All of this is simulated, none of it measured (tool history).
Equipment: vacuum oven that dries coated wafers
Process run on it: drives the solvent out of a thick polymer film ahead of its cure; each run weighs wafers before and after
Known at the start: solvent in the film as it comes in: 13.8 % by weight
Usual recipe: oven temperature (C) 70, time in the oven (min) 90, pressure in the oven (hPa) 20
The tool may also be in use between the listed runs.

run 1 hour=0 | oven_temperature_(C)=70 time_in_the_oven_(min)=90 pressure_in_the_oven_(hPa)=20 | solvent_left_in_the_film_(%)=1.99
run 2 hour=110.1 | oven_temperature_(C)=70 time_in_the_oven_(min)=90 pressure_in_the_oven_(hPa)=20 | solvent_left_in_the_film_(%)=1.94
run 3 hour=184 | oven_temperature_(C)=70 time_in_the_oven_(min)=90 pressure_in_the_oven_(hPa)=20 | solvent_left_in_the_film_(%)=1.98
run 4 hour=282.6 | oven_temperature_(C)=70 time_in_the_oven_(min)=90 pressure_in_the_oven_(hPa)=62.8 | solvent_left_in_the_film_(%)=5.28
run 5 hour=376.1 | oven_temperature_(C)=70 time_in_the_oven_(min)=90 pressure_in_the_oven_(hPa)=62.8 | solvent_left_in_the_film_(%)=5.27
run 6 hour=450.4 | oven_temperature_(C)=70 time_in_the_oven_(min)=90 pressure_in_the_oven_(hPa)=62.8 | solvent_left_in_the_film_(%)=5.24
-- hour=461.4 oven's thermocouples calibrated
run 7 hour=499.6 | oven_temperature_(C)=70 time_in_the_oven_(min)=90 pressure_in_the_oven_(hPa)=62.8 | solvent_left_in_the_film_(%)=4.75
run 8 hour=602.4 | oven_temperature_(C)=70 time_in_the_oven_(min)=77 pressure_in_the_oven_(hPa)=62.8 | solvent_left_in_the_film_(%)=4.85
run 9 hour=650.4 | oven_temperature_(C)=70 time_in_the_oven_(min)=77 pressure_in_the_oven_(hPa)=62.8 | solvent_left_in_the_film_(%)=4.86
run 10 hour=709.8 | oven_temperature_(C)=70 time_in_the_oven_(min)=77 pressure_in_the_oven_(hPa)=21.7 | solvent_left_in_the_film_(%)=1.97
run 11 hour=812.1 | oven_temperature_(C)=70 time_in_the_oven_(min)=77 pressure_in_the_oven_(hPa)=21.7 | solvent_left_in_the_film_(%)=2
run 12 hour=865.2 | oven_temperature_(C)=58 time_in_the_oven_(min)=118 pressure_in_the_oven_(hPa)=20 | solvent_left_in_the_film_(%)=3
run 13 hour=962.9 | oven_temperature_(C)=58 time_in_the_oven_(min)=121 pressure_in_the_oven_(hPa)=16.8 | solvent_left_in_the_film_(%)=2.6
run 14 hour=1041.2 | oven_temperature_(C)=58 time_in_the_oven_(min)=121 pressure_in_the_oven_(hPa)=16.8 | solvent_left_in_the_film_(%)=2.59
-- hour=1071.7 oven's thermocouples calibrated, once more
run 15 hour=1131.1 | oven_temperature_(C)=58 time_in_the_oven_(min)=71 pressure_in_the_oven_(hPa)=16.8 | solvent_left_in_the_film_(%)=5.42
run 16 hour=1193.3 | oven_temperature_(C)=85 time_in_the_oven_(min)=109 pressure_in_the_oven_(hPa)=76 | solvent_left_in_the_film_(%)=3.74
run 17 hour=1251.2 | oven_temperature_(C)=57 time_in_the_oven_(min)=53 pressure_in_the_oven_(hPa)=49.2 | solvent_left_in_the_film_(%)=10.03
run 18 hour=1298.3 | oven_temperature_(C)=57 time_in_the_oven_(min)=53 pressure_in_the_oven_(hPa)=49.2 | solvent_left_in_the_film_(%)=10.01
run 19 hour=1395.5 | oven_temperature_(C)=57 time_in_the_oven_(min)=53 pressure_in_the_oven_(hPa)=49.2 | solvent_left_in_the_film_(%)=10.02
run 20 hour=1460 | oven_temperature_(C)=84 time_in_the_oven_(min)=115 pressure_in_the_oven_(hPa)=18.7 | solvent_left_in_the_film_(%)=1.01
run 21 hour=1571.4 | oven_temperature_(C)=75 time_in_the_oven_(min)=144 pressure_in_the_oven_(hPa)=20 | solvent_left_in_the_film_(%)=1.53
run 22 hour=1674.8 | oven_temperature_(C)=75 time_in_the_oven_(min)=144 pressure_in_the_oven_(hPa)=20 | solvent_left_in_the_film_(%)=1.53

Here are 5 independent what-if runs from the current tool condition. What would each one return?
run A hour=1770.7 | oven_temperature_(C)=81 time_in_the_oven_(min)=96 pressure_in_the_oven_(hPa)=10.4 | solvent_left_in_the_film_(%)=?
run B hour=1770.7 | oven_temperature_(C)=58 time_in_the_oven_(min)=55 pressure_in_the_oven_(hPa)=47.2 | solvent_left_in_the_film_(%)=?
run C hour=1770.7 | oven_temperature_(C)=70 time_in_the_oven_(min)=90 pressure_in_the_oven_(hPa)=10.8 | solvent_left_in_the_film_(%)=?
run D hour=1770.7 | oven_temperature_(C)=81 time_in_the_oven_(min)=53 pressure_in_the_oven_(hPa)=31.2 | solvent_left_in_the_film_(%)=?
run E hour=1770.7 | oven_temperature_(C)=60 time_in_the_oven_(min)=61 pressure_in_the_oven_(hPa)=12.2 | solvent_left_in_the_film_(%)=?

run=A solvent_left_in_the_film_(%)=0.71
run=B solvent_left_in_the_film_(%)=9.19
run=C solvent_left_in_the_film_(%)=1.61
run=D solvent_left_in_the_film_(%)=2.39
run=E solvent_left_in_the_film_(%)=4.71
What these runs would have given with no unlogged condition in the tool:
run=A solvent_left_in_the_film_(%)=0.67
run=B solvent_left_in_the_film_(%)=9.29
run=C solvent_left_in_the_film_(%)=1.6
run=D solvent_left_in_the_film_(%)=2.42
run=E solvent_left_in_the_film_(%)=4.75

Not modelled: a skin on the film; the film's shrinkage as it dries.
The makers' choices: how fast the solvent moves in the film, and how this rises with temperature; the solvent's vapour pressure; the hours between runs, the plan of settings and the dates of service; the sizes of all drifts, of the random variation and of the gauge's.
